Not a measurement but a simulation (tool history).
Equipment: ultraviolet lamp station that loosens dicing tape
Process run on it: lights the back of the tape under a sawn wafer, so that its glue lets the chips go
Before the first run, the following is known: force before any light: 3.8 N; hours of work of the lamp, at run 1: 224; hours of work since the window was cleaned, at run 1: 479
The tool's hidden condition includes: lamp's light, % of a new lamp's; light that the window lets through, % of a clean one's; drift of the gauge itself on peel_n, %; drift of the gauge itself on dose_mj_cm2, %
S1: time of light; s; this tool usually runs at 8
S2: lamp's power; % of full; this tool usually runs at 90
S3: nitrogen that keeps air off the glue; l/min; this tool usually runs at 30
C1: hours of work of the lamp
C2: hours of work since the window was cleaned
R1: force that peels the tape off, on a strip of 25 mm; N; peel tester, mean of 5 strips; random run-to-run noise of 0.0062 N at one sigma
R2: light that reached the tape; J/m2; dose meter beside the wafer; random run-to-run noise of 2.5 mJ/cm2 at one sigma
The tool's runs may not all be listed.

{"run": 1, "hour": 0.0, "S1": 8, "S2": 90, "S3": 30, "C1": 224, "C2": 479, "R1": 0.186, "R2": 2930}
{"run": 2, "hour": 4.1, "S1": 8, "S2": 90, "S3": 30, "C1": 226, "C2": 481, "R1": 0.189, "R2": 2900}
{"run": 3, "hour": 14.0, "S1": 12, "S2": 90, "S3": 30, "C1": 232, "C2": 487, "R1": 0.154, "R2": 4320}
{"run": 4, "hour": 19.7, "S1": 12, "S2": 90, "S3": 30, "C1": 235, "C2": 490, "R1": 0.156, "R2": 4360}
{"run": 5, "hour": 26.1, "S1": 12, "S2": 90, "S3": 30, "C1": 239, "C2": 494, "R1": 0.146, "R2": 4380}
{"run": 6, "hour": 34.1, "S1": 12, "S2": 90, "S3": 30, "C1": 244, "C2": 499, "R1": 0.157, "R2": 4330}
{"run": 7, "hour": 38.2, "S1": 12, "S2": 90, "S3": 30, "C1": 246, "C2": 501, "R1": 0.157, "R2": 4360}
{"run": 8, "hour": 48.0, "S1": 12, "S2": 90, "S3": 30, "C1": 252, "C2": 506, "R1": 0.146, "R2": 4340}
{"run": 9, "hour": 56.3, "S1": 12, "S2": 90, "S3": 30, "C1": 256, "C2": 511, "R1": 0.146, "R2": 4390}
{"run": 10, "hour": 62.3, "S1": 6, "S2": 62, "S3": 30, "C1": 260, "C2": 515, "R1": 0.487, "R2": 1490}
{"run": 11, "hour": 67.9, "S1": 6, "S2": 62, "S3": 30, "C1": 263, "C2": 518, "R1": 0.466, "R2": 1500}
{"run": 12, "hour": 72.4, "S1": 8, "S2": 79, "S3": 30, "C1": 266, "C2": 520, "R1": 0.208, "R2": 2560}

Expected results for the next run?
{"run": 13, "hour": 79.3, "S1": 8, "S2": 100, "S3": 26, "C1": 270, "C2": 524, "R1": "?", "R2": "?"}

R1: 0.174 N
R2: 3240 J/m2
Were there no unlogged condition in the tool, this run, its random variation unchanged, would have produced R1 0.174 N, R2 3240 J/m2.

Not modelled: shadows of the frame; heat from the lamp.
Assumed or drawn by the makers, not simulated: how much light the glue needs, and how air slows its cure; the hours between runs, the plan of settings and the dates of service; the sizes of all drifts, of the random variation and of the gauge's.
